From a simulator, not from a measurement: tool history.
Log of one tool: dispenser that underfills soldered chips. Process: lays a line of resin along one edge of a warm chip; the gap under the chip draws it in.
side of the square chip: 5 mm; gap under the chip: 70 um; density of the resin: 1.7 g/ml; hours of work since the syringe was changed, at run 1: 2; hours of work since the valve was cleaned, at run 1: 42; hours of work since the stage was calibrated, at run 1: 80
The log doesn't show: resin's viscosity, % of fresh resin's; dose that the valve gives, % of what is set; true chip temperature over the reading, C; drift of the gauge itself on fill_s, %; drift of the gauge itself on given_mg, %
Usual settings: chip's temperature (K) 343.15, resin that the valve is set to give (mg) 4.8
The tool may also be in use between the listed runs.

run,hour,chip's temperature (K),resin that the valve is set to give (mg),hours of work since the syringe was changed,hours of work since the valve was cleaned,hours of work since the stage was calibrated,time until the resin shows at the far edge (s),resin that the valve gave (mg)
1,0,343.15,4.8,2,42,80,26.8,4.56
2,2.6,343.15,4.8,4,44,82,29.3,4.58
3,5.3,343.15,4.3,6,46,84,31.3,4.15
4,7.6,343.15,4.3,7,48,85,33.5,4.04
5,10.4,343.15,4.3,9,50,87,35,4.11
6,12.7,343.15,5.94,11,51,89,36.5,5.66
# hour 13.9: new syringe of resin
7,15.4,343.15,5.94,1,53,91,25.8,5.71
8,20.2,343.15,5.94,5,57,94,29.6,5.57
9,23.2,343.15,5.94,7,59,96,31.7,5.64
10,26.4,343.15,5.94,9,61,99,34.3,5.65
# hour 30.2: new syringe of resin
11,31.5,343.15,5.94,1,65,102,25.4,5.65
12,35.3,341.15,4.8,4,67,105,33.5,4.62
13,40,338.15,4.8,7,71,108,43.3,4.55
14,42.5,336.15,4.8,9,73,110,50.5,4.53
# hour 45.4: dispensing valve cleaned and set on the balance
15,47.2,336.15,4.8,11,1,113,56,4.75
# hour 47.9: new syringe of resin
16,52.2,336.15,5.13,3,5,116,42.6,4.98
17,55.8,336.15,5.13,6,7,119,46.2,5.14
18,60.1,328.15,5.13,9,10,122,81.1,5.09
19,63.3,355.15,4.41,11,13,124,20.3,4.31
# hour 64.4: new syringe of resin
20,66.5,357.15,5.09,2,15,126,13.4,4.94
21,69.5,357.15,5.09,4,17,128,14.6,5
22,73.4,332.15,5.14,6,20,131,59,4.99
23,76.4,332.15,5.14,9,22,133,64.5,4.96
# hour 80.9: new syringe of resin
24,80.9,348.15,4.73,0,25,136,19.7,4.58
25,83.7,358.15,4.15,2,27,138,13.1,3.94
26,86.7,358.15,4.15,4,29,141,14.4,3.99
27,89.7,328.15,5.5,6,31,143,73.2,5.37
28,92.2,328.15,5.5,8,33,145,79.2,5.35
# hour 97.4: new syringe of resin
29,97.5,328.15,5.5,0,37,148,60,5.31
30,101.2,328.15,5.89,3,39,151,66,5.59
31,105.1,338.15,4.64,6,42,154,42.3,4.54

4 ways to go on from here, each from the tool as it stands after run 31. What would each give?
A,110,343.15,4.25,9,46,157,?,?
B,110,356.15,4.17,9,46,157,?,?
C,110,349.15,4.38,9,46,157,?,?
D,110,334.15,4.61,9,46,157,?,?

run,time until the resin shows at the far edge (s),resin that the valve gave (mg)
A,36.7,4.04
B,19.8,3.97
C,26.7,4.16
D,58.9,4.36
Without the tool's hidden state the same runs would have given:
run,time until the resin shows at the far edge (s),resin that the valve gave (mg)
A,25.8,4.23
B,14.2,4.15
C,18.9,4.35
D,41.6,4.56
